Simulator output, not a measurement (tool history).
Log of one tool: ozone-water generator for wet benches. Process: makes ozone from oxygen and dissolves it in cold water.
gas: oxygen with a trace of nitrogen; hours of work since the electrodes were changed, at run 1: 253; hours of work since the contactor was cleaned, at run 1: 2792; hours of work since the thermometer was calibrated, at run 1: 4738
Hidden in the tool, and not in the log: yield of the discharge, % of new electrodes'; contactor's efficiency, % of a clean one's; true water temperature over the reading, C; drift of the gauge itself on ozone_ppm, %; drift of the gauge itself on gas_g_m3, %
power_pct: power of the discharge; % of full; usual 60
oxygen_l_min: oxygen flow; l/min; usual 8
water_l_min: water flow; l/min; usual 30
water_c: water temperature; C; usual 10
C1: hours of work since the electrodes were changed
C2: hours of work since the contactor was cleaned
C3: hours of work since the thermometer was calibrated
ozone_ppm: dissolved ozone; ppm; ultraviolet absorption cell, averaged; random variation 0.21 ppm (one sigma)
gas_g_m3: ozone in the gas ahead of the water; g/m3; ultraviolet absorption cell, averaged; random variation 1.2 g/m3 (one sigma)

run 1 day=0 | power_pct=60 oxygen_l_min=8 water_l_min=30 water_c=10 | C1=253 C2=2792 C3=4738 | ozone_ppm=31.4 gas_g_m3=224.1
run 2 day=3.912 | power_pct=60 oxygen_l_min=8 water_l_min=30 water_c=10 | C1=326 C2=2865 C3=4811 | ozone_ppm=30.8 gas_g_m3=224.4
run 3 day=6.808 | power_pct=60 oxygen_l_min=8 water_l_min=30 water_c=10 | C1=380 C2=2919 C3=4865 | ozone_ppm=31.4 gas_g_m3=223.8
run 4 day=10.204 | power_pct=60 oxygen_l_min=8 water_l_min=30 water_c=10 | C1=444 C2=2983 C3=4929 | ozone_ppm=31.5 gas_g_m3=226
run 5 day=14.212 | power_pct=60 oxygen_l_min=8 water_l_min=30 water_c=10 | C1=519 C2=3058 C3=5004 | ozone_ppm=31.2 gas_g_m3=224.4
run 6 day=16.4 | power_pct=60 oxygen_l_min=8 water_l_min=24 water_c=10 | C1=560 C2=3099 C3=5045 | ozone_ppm=37 gas_g_m3=225.4
run 7 day=20.296 | power_pct=60 oxygen_l_min=8 water_l_min=24 water_c=10 | C1=632 C2=3171 C3=5117 | ozone_ppm=37.3 gas_g_m3=226.6
run 8 day=23.362 | power_pct=60 oxygen_l_min=4.31 water_l_min=24 water_c=10 | C1=690 C2=3229 C3=5175 | ozone_ppm=37.6 gas_g_m3=339.1
run 9 day=25.275 | power_pct=60 oxygen_l_min=4.31 water_l_min=24 water_c=10 | C1=725 C2=3264 C3=5210 | ozone_ppm=38.6 gas_g_m3=343.6
run 10 day=27.988 | power_pct=60 oxygen_l_min=4.31 water_l_min=24 water_c=10 | C1=776 C2=3315 C3=5261 | ozone_ppm=38 gas_g_m3=342.4
run 11 day=29.954 | power_pct=50 oxygen_l_min=11.88 water_l_min=24 water_c=10 | C1=813 C2=3352 C3=5298 | ozone_ppm=31 gas_g_m3=155.9
run 12 day=32.638 | power_pct=50 oxygen_l_min=11.88 water_l_min=24 water_c=10 | C1=863 C2=3402 C3=5348 | ozone_ppm=30.8 gas_g_m3=155.1
run 13 day=34.421 | power_pct=50 oxygen_l_min=4.22 water_l_min=47 water_c=10 | C1=896 C2=3435 C3=5381 | ozone_ppm=17 gas_g_m3=305.6
-- day=36.067 water thermometer calibrated
run 14 day=36.762 | power_pct=60 oxygen_l_min=8 water_l_min=25 water_c=10 | C1=940 C2=3478 C3=13 | ozone_ppm=36.4 gas_g_m3=224.7
run 15 day=38.971 | power_pct=91 oxygen_l_min=8 water_l_min=25 water_c=5 | C1=981 C2=3520 C3=54 | ozone_ppm=51 gas_g_m3=298.4
run 16 day=43.046 | power_pct=60 oxygen_l_min=7.72 water_l_min=35 water_c=10 | C1=1057 C2=3596 C3=130 | ozone_ppm=27.4 gas_g_m3=232.9
run 17 day=47.067 | power_pct=60 oxygen_l_min=7.72 water_l_min=18 water_c=10 | C1=1132 C2=3671 C3=205 | ozone_ppm=45.4 gas_g_m3=234.3
run 18 day=48.838 | power_pct=60 oxygen_l_min=7.63 water_l_min=20 water_c=15 | C1=1165 C2=3704 C3=238 | ozone_ppm=39.1 gas_g_m3=234.4
run 19 day=52.104 | power_pct=60 oxygen_l_min=7.63 water_l_min=20 water_c=15 | C1=1226 C2=3765 C3=300 | ozone_ppm=39.5 gas_g_m3=232.8

Forecast each of these 5 alternatives for the next run:
run A day=56.129 | power_pct=53 oxygen_l_min=6.64 water_l_min=20 water_c=9 | C1=1301 C2=3840 C3=375 | ozone_ppm=? gas_g_m3=?
run B day=56.129 | power_pct=60 oxygen_l_min=5.65 water_l_min=20 water_c=15 | C1=1301 C2=3840 C3=375 | ozone_ppm=? gas_g_m3=?
run C day=56.129 | power_pct=96 oxygen_l_min=7.63 water_l_min=20 water_c=13 | C1=1301 C2=3840 C3=375 | ozone_ppm=? gas_g_m3=?
run D day=56.129 | power_pct=97 oxygen_l_min=10.67 water_l_min=38 water_c=15 | C1=1301 C2=3840 C3=375 | ozone_ppm=? gas_g_m3=?
run E day=56.129 | power_pct=60 oxygen_l_min=4.23 water_l_min=30 water_c=10 | C1=1301 C2=3840 C3=375 | ozone_ppm=? gas_g_m3=?

run=A ozone_ppm=40.2 gas_g_m3=234.7
run=B ozone_ppm=40.9 gas_g_m3=285.5
run=C ozone_ppm=55.3 gas_g_m3=322.1
run=D ozone_ppm=32.3 gas_g_m3=259.5
run=E ozone_ppm=30.9 gas_g_m3=348.6
Without the tool's hidden state the same runs would have given:
run=A ozone_ppm=40.2 gas_g_m3=231.3
run=B ozone_ppm=41 gas_g_m3=281.4
run=C ozone_ppm=55.4 gas_g_m3=317.5
run=D ozone_ppm=32.4 gas_g_m3=255.8
run=E ozone_ppm=30.9 gas_g_m3=343.5
